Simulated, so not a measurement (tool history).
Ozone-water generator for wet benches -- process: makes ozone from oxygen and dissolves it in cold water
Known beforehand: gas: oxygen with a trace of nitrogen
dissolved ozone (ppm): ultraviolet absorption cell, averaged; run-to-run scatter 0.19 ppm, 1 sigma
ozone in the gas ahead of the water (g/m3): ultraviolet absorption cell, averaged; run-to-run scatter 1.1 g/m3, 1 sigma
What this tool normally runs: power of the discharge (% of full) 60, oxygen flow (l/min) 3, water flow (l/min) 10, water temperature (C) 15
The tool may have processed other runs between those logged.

run,hour,power of the discharge (% of full),oxygen flow (l/min),water flow (l/min),water temperature (C),dissolved ozone (ppm),ozone in the gas ahead of the water (g/m3)
1,0,60,3,10,15,26.1,201.5
# hour 106.3: water thermometer calibrated
2,192,42,3,10,15,20.1,156.2
3,400,42,3,10,15,20.2,155.8
4,592.4,60,3,10,15,25.6,199.7
5,773.1,60,3,10,15,25.8,196
6,978.6,60,3,9,15,27.5,197.8
7,1108.8,60,3,9,15,27.7,198.1
8,1273.5,60,3.61,10,15,24.9,175.6
9,1501.3,60,3.61,10,14,25.1,175.6
10,1663.5,66,3.61,10,14,26.9,186.9
11,1877.3,60,3,10,14,25.3,193.9
12,2037.3,60,4.11,10,22,21.3,162.3
13,2144.5,60,4.11,10,22,21.5,160.5
14,2298.2,60,5.35,10,22,19.6,138.5
15,2516.3,60,5.35,10,22,20,138.1
16,2701.5,60,3,12,18,20.2,192.5
17,2841.5,63,2.34,8,10,32.9,229.8
18,3067.6,63,2.34,8,10,32.8,228.2
19,3280.7,60,3,9,22,23.6,191.5
20,3423.2,79,1.9,10,22,26.3,297.8
21,3526.6,79,1.9,10,22,26.4,298.1
22,3627.5,79,1.9,10,22,26.4,299

What if the next run were any one of these 3? Each begins from the tool's condition after run 22:
A,3744.3,79,1.9,8,16,?,?
B,3744.3,79,3.39,10,22,?,?
C,3744.3,54,1.9,13,22,?,?

run,dissolved ozone (ppm),ozone in the gas ahead of the water (g/m3)
A,34.5,298
B,25.7,211.2
C,16,232.8
Take away the tool's hidden state, keep each run's random variation, and the runs would have read:
run,dissolved ozone (ppm),ozone in the gas ahead of the water (g/m3)
A,39,322.7
B,29.2,228.7
C,18,247.2
